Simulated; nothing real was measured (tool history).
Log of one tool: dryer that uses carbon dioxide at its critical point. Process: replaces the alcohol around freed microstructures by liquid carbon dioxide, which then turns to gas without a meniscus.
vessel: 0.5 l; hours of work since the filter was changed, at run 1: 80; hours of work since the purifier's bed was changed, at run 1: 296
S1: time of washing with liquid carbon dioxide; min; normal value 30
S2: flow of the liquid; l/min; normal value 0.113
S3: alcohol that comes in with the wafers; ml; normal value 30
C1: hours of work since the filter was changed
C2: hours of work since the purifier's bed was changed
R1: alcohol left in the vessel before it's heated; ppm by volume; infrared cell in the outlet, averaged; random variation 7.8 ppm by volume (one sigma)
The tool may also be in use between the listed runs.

{"run": 1, "hour": 0.0, "S1": 30, "S2": 0.113, "S3": 30, "C1": 80, "C2": 296, "R1": 583}
{"run": 2, "hour": 24.2, "S1": 30, "S2": 0.113, "S3": 30, "C1": 91, "C2": 307, "R1": 600}
{"run": 3, "hour": 55.6, "S1": 30, "S2": 0.113, "S3": 30, "C1": 105, "C2": 321, "R1": 625}
{"run": 4, "hour": 93.0, "S1": 30, "S2": 0.113, "S3": 37, "C1": 122, "C2": 338, "R1": 764}
{"run": 5, "hour": 121.4, "S1": 21, "S2": 0.113, "S3": 37, "C1": 135, "C2": 351, "R1": 2828}
{"run": 6, "hour": 147.5, "S1": 21, "S2": 0.113, "S3": 37, "C1": 146, "C2": 362, "R1": 2850}
{"run": 7, "hour": 180.1, "S1": 30, "S2": 0.113, "S3": 37, "C1": 161, "C2": 377, "R1": 820}
{"run": 8, "hour": 199.0, "S1": 30, "S2": 0.118, "S3": 30, "C1": 170, "C2": 386, "R1": 606}
{"run": 9, "hour": 228.4, "S1": 20, "S2": 0.113, "S3": 30, "C1": 183, "C2": 399, "R1": 2862}
{"run": 10, "hour": 255.0, "S1": 20, "S2": 0.113, "S3": 30, "C1": 195, "C2": 411, "R1": 2895}
{"run": 11, "hour": 277.8, "S1": 33, "S2": 0.113, "S3": 30, "C1": 205, "C2": 421, "R1": 549}
{"run": 12, "hour": 307.5, "S1": 33, "S2": 0.113, "S3": 30, "C1": 218, "C2": 434, "R1": 555}
{"run": 13, "hour": 339.0, "S1": 33, "S2": 0.113, "S3": 30, "C1": 232, "C2": 448, "R1": 586}
{"run": 14, "hour": 365.7, "S1": 33, "S2": 0.113, "S3": 30, "C1": 244, "C2": 460, "R1": 589}
{"run": 15, "hour": 386.5, "S1": 33, "S2": 0.113, "S3": 30, "C1": 254, "C2": 470, "R1": 610}
{"hour": 399.3, "done": "inlet filter changed"}
{"run": 16, "hour": 417.6, "S1": 33, "S2": 0.113, "S3": 30, "C1": 8, "C2": 483, "R1": 453}
{"run": 17, "hour": 438.0, "S1": 33, "S2": 0.113, "S3": 30, "C1": 17, "C2": 492, "R1": 447}
{"run": 18, "hour": 475.3, "S1": 30, "S2": 0.113, "S3": 56, "C1": 34, "C2": 509, "R1": 1041}
{"run": 19, "hour": 510.4, "S1": 30, "S2": 0.113, "S3": 28, "C1": 50, "C2": 525, "R1": 634}
{"run": 20, "hour": 548.2, "S1": 30, "S2": 0.113, "S3": 28, "C1": 67, "C2": 542, "R1": 647}
{"run": 21, "hour": 580.7, "S1": 30, "S2": 0.113, "S3": 30, "C1": 81, "C2": 556, "R1": 681}
{"run": 22, "hour": 607.7, "S1": 30, "S2": 0.113, "S3": 30, "C1": 93, "C2": 568, "R1": 747}
{"run": 23, "hour": 623.9, "S1": 30, "S2": 0.113, "S3": 30, "C1": 101, "C2": 576, "R1": 727}
{"hour": 634.5, "done": "purifier's bed changed"}
{"run": 24, "hour": 642.9, "S1": 30, "S2": 0.113, "S3": 30, "C1": 108, "C2": 4, "R1": 522}
{"run": 25, "hour": 666.5, "S1": 40, "S2": 0.113, "S3": 26, "C1": 118, "C2": 14, "R1": 104}
{"run": 26, "hour": 697.9, "S1": 40, "S2": 0.113, "S3": 26, "C1": 132, "C2": 28, "R1": 122}
{"run": 27, "hour": 731.2, "S1": 44, "S2": 0.088, "S3": 25, "C1": 147, "C2": 43, "R1": 279}
{"run": 28, "hour": 764.7, "S1": 44, "S2": 0.167, "S3": 53, "C1": 162, "C2": 58, "R1": 30}
{"run": 29, "hour": 787.5, "S1": 24, "S2": 0.088, "S3": 53, "C1": 173, "C2": 69, "R1": 6196}
{"run": 30, "hour": 820.8, "S1": 24, "S2": 0.088, "S3": 53, "C1": 188, "C2": 83, "R1": 6418}
{"run": 31, "hour": 851.3, "S1": 34, "S2": 0.095, "S3": 100, "C1": 201, "C2": 97, "R1": 2672}
{"run": 32, "hour": 873.6, "S1": 42, "S2": 0.082, "S3": 30, "C1": 211, "C2": 107, "R1": 682}
{"run": 33, "hour": 905.0, "S1": 42, "S2": 0.082, "S3": 30, "C1": 225, "C2": 121, "R1": 723}
{"run": 34, "hour": 939.7, "S1": 42, "S2": 0.082, "S3": 30, "C1": 241, "C2": 137, "R1": 722}
{"run": 35, "hour": 966.0, "S1": 46, "S2": 0.144, "S3": 36, "C1": 253, "C2": 149, "R1": 80}
{"hour": 979.3, "done": "inlet filter changed"}
{"run": 36, "hour": 987.6, "S1": 30, "S2": 0.128, "S3": 30, "C1": 4, "C2": 158, "R1": 266}
{"run": 37, "hour": 1006.2, "S1": 27, "S2": 0.087, "S3": 30, "C1": 12, "C2": 166, "R1": 2015}
{"run": 38, "hour": 1026.4, "S1": 27, "S2": 0.107, "S3": 35, "C1": 21, "C2": 175, "R1": 1115}
{"run": 39, "hour": 1052.6, "S1": 30, "S2": 0.113, "S3": 100, "C1": 33, "C2": 187, "R1": 1484}
{"run": 40, "hour": 1082.4, "S1": 46, "S2": 0.129, "S3": 35, "C1": 46, "C2": 200, "R1": 93}
{"run": 41, "hour": 1119.5, "S1": 28, "S2": 0.149, "S3": 30, "C1": 63, "C2": 217, "R1": 232}
{"run": 42, "hour": 1142.7, "S1": 28, "S2": 0.149, "S3": 30, "C1": 73, "C2": 227, "R1": 226}
{"run": 43, "hour": 1170.0, "S1": 30, "S2": 0.113, "S3": 70, "C1": 85, "C2": 239, "R1": 1200}
{"run": 44, "hour": 1199.8, "S1": 30, "S2": 0.118, "S3": 30, "C1": 99, "C2": 253, "R1": 495}
{"run": 45, "hour": 1227.8, "S1": 26, "S2": 0.158, "S3": 30, "C1": 111, "C2": 265, "R1": 270}
{"run": 46, "hour": 1262.5, "S1": 26, "S2": 0.158, "S3": 30, "C1": 127, "C2": 281, "R1": 282}
{"run": 47, "hour": 1283.1, "S1": 31, "S2": 0.162, "S3": 74, "C1": 136, "C2": 290, "R1": 240}

Forecast each of these 3 alternatives for the next run:
{"run": "A", "hour": 1312.4, "S1": 22, "S2": 0.094, "S3": 55, "C1": 149, "C2": 303, "R1": "?"}
{"run": "B", "hour": 1312.4, "S1": 30, "S2": 0.113, "S3": 71, "C1": 149, "C2": 303, "R1": "?"}
{"run": "C", "hour": 1312.4, "S1": 32, "S2": 0.162, "S3": 74, "C1": 149, "C2": 303, "R1": "?"}

run=A R1=6464
run=B R1=1368
run=C R1=221
What these runs would have given with no unlogged condition in the tool:
run=A R1=5267
run=B R1=918
run=C R1=59

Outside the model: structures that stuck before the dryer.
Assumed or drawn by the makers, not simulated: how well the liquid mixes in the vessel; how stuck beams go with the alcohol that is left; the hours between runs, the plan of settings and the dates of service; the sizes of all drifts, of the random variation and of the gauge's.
